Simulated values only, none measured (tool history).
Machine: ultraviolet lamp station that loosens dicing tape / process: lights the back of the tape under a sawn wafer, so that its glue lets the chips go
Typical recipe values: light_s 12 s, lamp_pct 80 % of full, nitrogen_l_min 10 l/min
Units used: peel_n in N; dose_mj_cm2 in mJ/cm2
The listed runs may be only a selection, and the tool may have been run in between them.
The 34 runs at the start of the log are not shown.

run    hour  light_s  lamp_pct  nitrogen_l_min  peel_n  dose_mj_cm2
 35   820.7       11        70              10   0.415          145
 36   841.3       12        74               3   0.596          174
 37   863.3       12        61              10   0.449          142
 38   896.6        7        93               6   0.661          123
 39   923.6       15        89               8   0.276          261
 40   953.6        8        66              14   0.596           99
      966.5  -- window cleaned of glue's vapour
 41   981.4       10        80              10   0.381          158
 42  1011.6       12        70               4   0.535          169

Forecast each of these 3 alternatives for the next run:
  A  1034.7       13        71               4       ?            ?
  B  1034.7       12        80               3       ?            ?
  C  1034.7       12        70               3       ?            ?

run  peel_n  dose_mj_cm2
  A   0.476          187
  B   0.521          189
  C   0.600          170
Had the tool no hidden state, the same runs would have come out as:
run  peel_n  dose_mj_cm2
  A   0.414          210
  B   0.450          212
  C   0.518          191
